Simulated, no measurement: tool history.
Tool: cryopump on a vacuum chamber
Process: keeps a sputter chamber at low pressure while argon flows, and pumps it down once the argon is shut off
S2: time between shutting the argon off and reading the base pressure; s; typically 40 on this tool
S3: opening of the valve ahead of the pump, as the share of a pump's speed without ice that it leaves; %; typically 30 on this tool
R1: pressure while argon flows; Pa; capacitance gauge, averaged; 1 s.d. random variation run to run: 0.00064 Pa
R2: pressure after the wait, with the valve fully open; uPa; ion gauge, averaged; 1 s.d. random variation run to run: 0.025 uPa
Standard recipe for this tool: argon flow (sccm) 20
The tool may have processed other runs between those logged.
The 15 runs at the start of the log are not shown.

-- day=23.879 pump warmed up, emptied and cooled again
run 16 day=23.879 | argon_flow_(sccm)=34 S2=40 S3=30 | R1=0.1729 R2=2.18
run 17 day=25.954 | argon_flow_(sccm)=34 S2=40 S3=30 | R1=0.174 R2=2.19
run 18 day=27.604 | argon_flow_(sccm)=34 S2=40 S3=30 | R1=0.1718 R2=2.27
run 19 day=29.175 | argon_flow_(sccm)=34 S2=40 S3=30 | R1=0.1744 R2=2.32
run 20 day=30.738 | argon_flow_(sccm)=31 S2=230 S3=25 | R1=0.1914 R2=1.67
run 21 day=32.854 | argon_flow_(sccm)=31 S2=230 S3=25 | R1=0.1891 R2=1.74
run 22 day=34.454 | argon_flow_(sccm)=31 S2=230 S3=25 | R1=0.1899 R2=1.8
run 23 day=36.779 | argon_flow_(sccm)=11 S2=127 S3=16 | R1=0.1054 R2=1.91
run 24 day=38.158 | argon_flow_(sccm)=27 S2=192 S3=23 | R1=0.18 R2=1.88
run 25 day=40.088 | argon_flow_(sccm)=27 S2=48 S3=20 | R1=0.2066 R2=2.3
run 26 day=41.467 | argon_flow_(sccm)=12 S2=48 S3=20 | R1=0.0915 R2=2.38
run 27 day=43.238 | argon_flow_(sccm)=9 S2=126 S3=55 | R1=0.0267 R2=2.02
run 28 day=45.679 | argon_flow_(sccm)=9 S2=126 S3=55 | R1=0.0264 R2=2.04
run 29 day=46.779 | argon_flow_(sccm)=9 S2=45 S3=30 | R1=0.0474 R2=2.54
run 30 day=47.996 | argon_flow_(sccm)=9 S2=45 S3=30 | R1=0.0471 R2=2.54
run 31 day=49.646 | argon_flow_(sccm)=19 S2=48 S3=20 | R1=0.1469 R2=2.53
run 32 day=50.988 | argon_flow_(sccm)=19 S2=48 S3=20 | R1=0.1468 R2=2.61
run 33 day=52.879 | argon_flow_(sccm)=17 S2=40 S3=30 | R1=0.0898 R2=2.72
run 34 day=55.012 | argon_flow_(sccm)=17 S2=40 S3=30 | R1=0.089 R2=2.79

Consider 3 possible next runs. They are alternatives, not a sequence: every one starts from the tool as it was left by run 34. What does each give?
run A day=57.258 | argon_flow_(sccm)=17 S2=40 S3=30 | R1=? R2=?
run B day=57.258 | argon_flow_(sccm)=10 S2=40 S3=48 | R1=? R2=?
run C day=57.258 | argon_flow_(sccm)=17 S2=259 S3=29 | R1=? R2=?

run=A R1=0.0907 R2=2.88
run=B R1=0.0353 R2=2.87
run=C R1=0.0926 R2=2.28
Without the tool's hidden state the same runs would have given:
run=A R1=0.0863 R2=1.02
run=B R1=0.0327 R2=1.02
run=C R1=0.0882 R2=0.42

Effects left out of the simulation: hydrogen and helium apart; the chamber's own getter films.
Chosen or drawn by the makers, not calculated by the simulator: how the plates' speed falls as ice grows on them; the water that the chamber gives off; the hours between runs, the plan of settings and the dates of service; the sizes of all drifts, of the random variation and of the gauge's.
